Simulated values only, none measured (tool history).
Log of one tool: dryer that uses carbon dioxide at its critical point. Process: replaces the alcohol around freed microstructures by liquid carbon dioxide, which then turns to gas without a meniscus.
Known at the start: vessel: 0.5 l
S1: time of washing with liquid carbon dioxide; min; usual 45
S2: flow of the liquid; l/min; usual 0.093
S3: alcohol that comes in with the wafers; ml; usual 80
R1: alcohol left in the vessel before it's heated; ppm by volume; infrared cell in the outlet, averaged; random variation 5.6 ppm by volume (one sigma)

{"run": 1, "hour": 0.0, "S1": 45, "S2": 0.093, "S3": 80, "R1": 243}
{"run": 2, "hour": 17.8, "S1": 45, "S2": 0.093, "S3": 80, "R1": 232}
{"run": 3, "hour": 35.1, "S1": 45, "S2": 0.093, "S3": 80, "R1": 242}
{"run": 4, "hour": 47.2, "S1": 45, "S2": 0.0816, "S3": 80, "R1": 464}
{"run": 5, "hour": 62.7, "S1": 45, "S2": 0.0816, "S3": 80, "R1": 478}
{"run": 6, "hour": 86.8, "S1": 45, "S2": 0.0816, "S3": 80, "R1": 494}
{"run": 7, "hour": 102.4, "S1": 45, "S2": 0.0816, "S3": 80, "R1": 504}
{"run": 8, "hour": 128.2, "S1": 45, "S2": 0.0815, "S3": 80, "R1": 527}
{"run": 9, "hour": 155.8, "S1": 45, "S2": 0.0815, "S3": 80, "R1": 525}
{"run": 10, "hour": 179.4, "S1": 45, "S2": 0.093, "S3": 80, "R1": 276}
{"run": 11, "hour": 199.5, "S1": 51, "S2": 0.0645, "S3": 80, "R1": 881}
{"run": 12, "hour": 218.0, "S1": 42, "S2": 0.0645, "S3": 24, "R1": 722}
{"run": 13, "hour": 240.9, "S1": 67, "S2": 0.0616, "S3": 58, "R1": 223}
{"run": 14, "hour": 259.2, "S1": 67, "S2": 0.0616, "S3": 58, "R1": 235}
{"run": 15, "hour": 273.2, "S1": 67, "S2": 0.0616, "S3": 58, "R1": 236}
{"run": 16, "hour": 287.9, "S1": 67, "S2": 0.0616, "S3": 58, "R1": 247}
{"run": 17, "hour": 306.3, "S1": 67, "S2": 0.0616, "S3": 58, "R1": 252}
{"run": 18, "hour": 331.3, "S1": 51, "S2": 0.0616, "S3": 52, "R1": 829}
{"run": 19, "hour": 359.5, "S1": 37, "S2": 0.0616, "S3": 53, "R1": 3037}
{"run": 20, "hour": 374.2, "S1": 37, "S2": 0.0616, "S3": 53, "R1": 3152}

Forecast each of these 3 alternatives for the next run:
{"run": "A", "hour": 394.3, "S1": 46, "S2": 0.1064, "S3": 67, "R1": "?"}
{"run": "B", "hour": 394.3, "S1": 30, "S2": 0.0803, "S3": 53, "R1": "?"}
{"run": "C", "hour": 394.3, "S1": 65, "S2": 0.1139, "S3": 25, "R1": "?"}

run=A R1=148
run=B R1=2719
run=C R1=75
Without the tool's hidden state the same runs would have given:
run=A R1=43
run=B R1=2014
run=C R1=1
